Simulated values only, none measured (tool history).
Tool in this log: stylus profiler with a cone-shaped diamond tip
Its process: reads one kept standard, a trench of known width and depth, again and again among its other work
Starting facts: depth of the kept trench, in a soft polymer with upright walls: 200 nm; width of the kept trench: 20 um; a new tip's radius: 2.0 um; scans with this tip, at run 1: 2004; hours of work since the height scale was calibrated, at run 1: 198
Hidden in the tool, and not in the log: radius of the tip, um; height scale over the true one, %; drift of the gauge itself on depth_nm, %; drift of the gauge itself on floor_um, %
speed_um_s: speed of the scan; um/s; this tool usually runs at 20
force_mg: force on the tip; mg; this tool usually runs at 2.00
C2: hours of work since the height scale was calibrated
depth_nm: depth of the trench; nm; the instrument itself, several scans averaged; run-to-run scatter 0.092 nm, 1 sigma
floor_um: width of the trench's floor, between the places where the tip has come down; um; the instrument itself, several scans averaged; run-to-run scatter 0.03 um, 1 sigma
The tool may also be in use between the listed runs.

run 1 hour=0.0 | speed_um_s=20 force_mg=2.00 | scans_with_this_tip=2004 C2=198 | depth_nm=201.44 floor_um=18.04
run 2 hour=17.5 | speed_um_s=20 force_mg=2.00 | scans_with_this_tip=2082 C2=206 | depth_nm=201.50 floor_um=18.03
run 3 hour=31.9 | speed_um_s=20 force_mg=2.00 | scans_with_this_tip=2146 C2=213 | depth_nm=201.59 floor_um=17.96
run 4 hour=39.8 | speed_um_s=40 force_mg=2.00 | scans_with_this_tip=2181 C2=216 | depth_nm=201.59 floor_um=17.88
run 5 hour=58.1 | speed_um_s=12 force_mg=2.00 | scans_with_this_tip=2263 C2=224 | depth_nm=201.48 floor_um=18.06
run 6 hour=70.3 | speed_um_s=12 force_mg=2.00 | scans_with_this_tip=2318 C2=230 | depth_nm=201.56 floor_um=18.06
run 7 hour=83.0 | speed_um_s=12 force_mg=2.00 | scans_with_this_tip=2375 C2=235 | depth_nm=201.64 floor_um=18.02
run 8 hour=98.3 | speed_um_s=12 force_mg=3.04 | scans_with_this_tip=2443 C2=242 | depth_nm=202.18 floor_um=18.04
run 9 hour=115.9 | speed_um_s=12 force_mg=2.48 | scans_with_this_tip=2522 C2=250 | depth_nm=201.92 floor_um=18.03
run 10 hour=132.6 | speed_um_s=14 force_mg=2.00 | scans_with_this_tip=2596 C2=257 | depth_nm=201.61 floor_um=18.02
run 11 hour=144.4 | speed_um_s=18 force_mg=1.92 | scans_with_this_tip=2649 C2=262 | depth_nm=201.62 floor_um=18.03
run 12 hour=158.9 | speed_um_s=9 force_mg=0.84 | scans_with_this_tip=2714 C2=269 | depth_nm=200.92 floor_um=17.97
run 13 hour=172.5 | speed_um_s=9 force_mg=0.84 | scans_with_this_tip=2775 C2=275 | depth_nm=201.04 floor_um=17.99
run 14 hour=186.1 | speed_um_s=34 force_mg=5.96 | scans_with_this_tip=2835 C2=281 | depth_nm=203.11 floor_um=18.00
run 15 hour=197.3 | speed_um_s=33 force_mg=1.10 | scans_with_this_tip=2886 C2=286 | depth_nm=201.12 floor_um=17.84
run 16 hour=213.1 | speed_um_s=34 force_mg=5.40 | scans_with_this_tip=2956 C2=293 | depth_nm=203.04 floor_um=17.91
run 17 hour=223.4 | speed_um_s=34 force_mg=5.40 | scans_with_this_tip=3002 C2=297 | depth_nm=202.95 floor_um=17.93
run 18 hour=241.4 | speed_um_s=20 force_mg=2.79 | scans_with_this_tip=3083 C2=305 | depth_nm=201.91 floor_um=18.01

Measured minus without-hidden-state, run by run (identical run-to-run variation in each term; gauge scatter may differ):
run=1 depth_nm=+0.15 floor_um=-0.15
run=2 depth_nm=+0.16 floor_um=-0.15
run=3 depth_nm=+0.16 floor_um=-0.16
run=4 depth_nm=+0.17 floor_um=-0.15
run=5 depth_nm=+0.17 floor_um=-0.16
run=6 depth_nm=+0.17 floor_um=-0.16
run=7 depth_nm=+0.18 floor_um=-0.17
run=8 depth_nm=+0.19 floor_um=-0.18
run=9 depth_nm=+0.19 floor_um=-0.18
run=10 depth_nm=+0.19 floor_um=-0.18
run=11 depth_nm=+0.20 floor_um=-0.18
run=12 depth_nm=+0.20 floor_um=-0.18
run=13 depth_nm=+0.20 floor_um=-0.18
run=14 depth_nm=+0.21 floor_um=-0.19
run=15 depth_nm=+0.20 floor_um=-0.19
run=16 depth_nm=+0.22 floor_um=-0.19
run=17 depth_nm=+0.22 floor_um=-0.20
run=18 depth_nm=+0.23 floor_um=-0.20
